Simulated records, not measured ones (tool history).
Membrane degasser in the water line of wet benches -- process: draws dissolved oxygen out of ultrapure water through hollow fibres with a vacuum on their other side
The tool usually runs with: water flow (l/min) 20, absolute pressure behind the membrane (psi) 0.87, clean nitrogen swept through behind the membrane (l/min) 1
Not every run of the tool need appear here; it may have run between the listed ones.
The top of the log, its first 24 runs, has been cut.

| run | hour | water flow (l/min) | absolute pressure behind the membrane (psi) | clean nitrogen swept through behind the membrane (l/min) | hours since the membrane was changed | hours since the vacuum gauge was calibrated | hours since the vacuum lines were made tight | dissolved oxygen in the water behind the degasser (ppb) | pressure that the water loses in the fibres (psi) |
|---|---|---|---|---|---|---|---|---|---|
| 25 | 2748.2 | 22 | 0.911 | 0.71 | 9461 | 2571 | 8538 | 202.3 | 9.757 |
| 26 | 2820.9 | 22 | 0.911 | 0.71 | 9534 | 2644 | 8611 | 206.1 | 9.686 |
|  | 2838.1 | seals of the vacuum lines changed |
| 27 | 2917.3 | 22 | 0.624 | 0.92 | 9629 | 2738 | 79 | 65.8 | 9.713 |
| 28 | 3049 | 22 | 0.624 | 0.92 | 9760 | 2870 | 211 | 64.3 | 9.761 |
| 29 | 3173 | 15 | 0.843 | 0.54 | 9884 | 2994 | 335 | 155.5 | 6.654 |
| 30 | 3267 | 29 | 0.677 | 0.51 | 9978 | 3088 | 429 | 164 | 12.778 |
| 31 | 3405.2 | 16 | 0.87 | 2.61 | 10116 | 3226 | 567 | 45.9 | 7.085 |
| 32 | 3568.4 | 15 | 1.231 | 0.73 | 10280 | 3389 | 730 | 243.9 | 6.663 |

Below are 3 alternative next runs, each starting from the tool's condition after run 32. Predict each:
| A | 3718.7 | 20 | 0.74 | 1.84 | 10430 | 3540 | 881 | ? | ? |
| B | 3718.7 | 21 | 1.231 | 0.73 | 10430 | 3540 | 881 | ? | ? |
| C | 3718.7 | 14 | 0.87 | 1.12 | 10430 | 3540 | 881 | ? | ? |

| run | dissolved oxygen in the water behind the degasser (ppb) | pressure that the water loses in the fibres (psi) |
|---|---|---|
| A | 55.2 | 8.849 |
| B | 314.8 | 9.38 |
| C | 82.8 | 6.234 |
Take away the tool's hidden state, keep each run's random variation, and the runs would have read:
| run | dissolved oxygen in the water behind the degasser (ppb) | pressure that the water loses in the fibres (psi) |
|---|---|---|
| A | 55.1 | 8.657 |
| B | 314.6 | 9.178 |
| C | 82.7 | 6.1 |

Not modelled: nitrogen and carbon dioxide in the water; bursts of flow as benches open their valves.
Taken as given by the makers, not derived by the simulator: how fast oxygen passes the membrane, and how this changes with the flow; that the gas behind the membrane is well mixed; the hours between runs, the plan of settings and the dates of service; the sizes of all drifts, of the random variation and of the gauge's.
